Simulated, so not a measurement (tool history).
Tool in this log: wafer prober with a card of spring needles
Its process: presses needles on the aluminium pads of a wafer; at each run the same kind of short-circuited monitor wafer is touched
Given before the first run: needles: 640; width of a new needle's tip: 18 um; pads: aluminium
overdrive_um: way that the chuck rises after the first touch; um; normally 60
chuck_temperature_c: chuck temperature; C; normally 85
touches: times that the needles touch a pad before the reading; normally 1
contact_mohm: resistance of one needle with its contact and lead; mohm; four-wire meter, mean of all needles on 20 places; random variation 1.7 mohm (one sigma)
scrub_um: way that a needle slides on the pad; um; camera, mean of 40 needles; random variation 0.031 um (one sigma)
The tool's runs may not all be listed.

run 1 hour=0 | overdrive_um=60 chuck_temperature_c=85 touches=1 | contact_mohm=238 scrub_um=10.11
-- hour=21.1 tips cleaned on abrasive film
-- hour=45.9 tips cleaned on abrasive film
-- hour=51.7 height of the first contact set anew
run 2 hour=62.7 | overdrive_um=60 chuck_temperature_c=85 touches=1 | contact_mohm=308 scrub_um=10.31
-- hour=71.5 tips cleaned on abrasive film
-- hour=96.7 tips cleaned on abrasive film
run 3 hour=96.7 | overdrive_um=60 chuck_temperature_c=85 touches=1 | contact_mohm=187 scrub_um=10.24
-- hour=122.8 tips cleaned on abrasive film
-- hour=149.3 tips cleaned on abrasive film
run 4 hour=158.3 | overdrive_um=60 chuck_temperature_c=85 touches=1 | contact_mohm=276 scrub_um=10.24
-- hour=173.1 tips cleaned on abrasive film
-- hour=197.1 tips cleaned on abrasive film
run 5 hour=204.5 | overdrive_um=60 chuck_temperature_c=85 touches=1 | contact_mohm=264 scrub_um=10.22
-- hour=221.8 tips cleaned on abrasive film
run 6 hour=239.6 | overdrive_um=60 chuck_temperature_c=85 touches=1 | contact_mohm=334 scrub_um=10.2
-- hour=245.2 tips cleaned on abrasive film
-- hour=269.7 tips cleaned on abrasive film
run 7 hour=291.5 | overdrive_um=60 chuck_temperature_c=85 touches=1 | contact_mohm=338 scrub_um=10.13
-- hour=294.2 tips cleaned on abrasive film
-- hour=317.5 tips cleaned on abrasive film
-- hour=342.5 tips cleaned on abrasive film
run 8 hour=350.4 | overdrive_um=60 chuck_temperature_c=85 touches=1 | contact_mohm=277 scrub_um=10.1
-- hour=365.3 tips cleaned on abrasive film
run 9 hour=382.4 | overdrive_um=60 chuck_temperature_c=85 touches=2 | contact_mohm=268 scrub_um=10.1
-- hour=387.9 tips cleaned on abrasive film
run 10 hour=409.2 | overdrive_um=57 chuck_temperature_c=85 touches=1 | contact_mohm=372 scrub_um=9.56
-- hour=414.1 tips cleaned on abrasive film
-- hour=437.8 tips cleaned on abrasive film
-- hour=446.7 height of the first contact set anew
-- hour=464.3 tips cleaned on abrasive film
run 11 hour=467.4 | overdrive_um=60 chuck_temperature_c=101 touches=1 | contact_mohm=225 scrub_um=10.24
-- hour=487.8 tips cleaned on abrasive film
run 12 hour=508.2 | overdrive_um=60 chuck_temperature_c=101 touches=1 | contact_mohm=329 scrub_um=10.17
-- hour=513.9 tips cleaned on abrasive film
-- hour=536.3 tips cleaned on abrasive film
-- hour=560.4 tips cleaned on abrasive film
run 13 hour=570.5 | overdrive_um=60 chuck_temperature_c=101 touches=1 | contact_mohm=296 scrub_um=10.19
-- hour=586.6 tips cleaned on abrasive film
-- hour=609.1 tips cleaned on abrasive film
run 14 hour=627.6 | overdrive_um=60 chuck_temperature_c=101 touches=1 | contact_mohm=333 scrub_um=10.19
-- hour=633.3 tips cleaned on abrasive film
-- hour=657.8 tips cleaned on abrasive film
-- hour=683 tips cleaned on abrasive film
run 15 hour=686.1 | overdrive_um=60 chuck_temperature_c=101 touches=1 | contact_mohm=225 scrub_um=10.17
-- hour=706.5 tips cleaned on abrasive film
run 16 hour=723.5 | overdrive_um=60 chuck_temperature_c=91 touches=2 | contact_mohm=276 scrub_um=10.11
-- hour=729.7 tips cleaned on abrasive film
run 17 hour=750.2 | overdrive_um=60 chuck_temperature_c=91 touches=2 | contact_mohm=279 scrub_um=10.12
-- hour=755.4 tips cleaned on abrasive film
-- hour=779.1 tips cleaned on abrasive film
-- hour=803.6 tips cleaned on abrasive film
run 18 hour=803.6 | overdrive_um=60 chuck_temperature_c=91 touches=2 | contact_mohm=183 scrub_um=10.15
-- hour=828.2 tips cleaned on abrasive film
-- hour=843.9 height of the first contact set anew
-- hour=853.8 tips cleaned on abrasive film
run 19 hour=860.3 | overdrive_um=67 chuck_temperature_c=86 touches=1 | contact_mohm=252 scrub_um=11.44
-- hour=877 tips cleaned on abrasive film
run 20 hour=898.5 | overdrive_um=69 chuck_temperature_c=33 touches=1 | contact_mohm=309 scrub_um=11.81
-- hour=903.7 tips cleaned on abrasive film
-- hour=927.9 tips cleaned on abrasive film
run 21 hour=933.5 | overdrive_um=51 chuck_temperature_c=68 touches=2 | contact_mohm=255 scrub_um=8.7
-- hour=954.5 tips cleaned on abrasive film
-- hour=978.8 tips cleaned on abrasive film
run 22 hour=990.2 | overdrive_um=51 chuck_temperature_c=68 touches=2 | contact_mohm=278 scrub_um=8.72

The logged runs with the hidden state left out (each run's random variation unchanged):
The tool's hidden condition here consists of: debris on the tips, nm; way that the needles fall short of the set height, um; tips' diameter, um; drift of the gauge itself on contact_mohm, %; drift of the gauge itself on scrub_um, %.
run=1 contact_mohm=175 scrub_um=10.26
run=2 contact_mohm=176 scrub_um=10.31
run=3 contact_mohm=177 scrub_um=10.26
run=4 contact_mohm=178 scrub_um=10.29
run=5 contact_mohm=175 scrub_um=10.29
run=6 contact_mohm=178 scrub_um=10.28
run=7 contact_mohm=176 scrub_um=10.24
run=8 contact_mohm=179 scrub_um=10.25
run=9 contact_mohm=174 scrub_um=10.25
run=10 contact_mohm=178 scrub_um=9.73
run=11 contact_mohm=177 scrub_um=10.25
run=12 contact_mohm=178 scrub_um=10.19
run=13 contact_mohm=177 scrub_um=10.24
run=14 contact_mohm=179 scrub_um=10.27
run=15 contact_mohm=179 scrub_um=10.28
run=16 contact_mohm=180 scrub_um=10.24
run=17 contact_mohm=177 scrub_um=10.25
run=18 contact_mohm=175 scrub_um=10.32
run=19 contact_mohm=177 scrub_um=11.45
run=20 contact_mohm=164 scrub_um=11.83
run=21 contact_mohm=179 scrub_um=8.74
run=22 contact_mohm=175 scrub_um=8.78
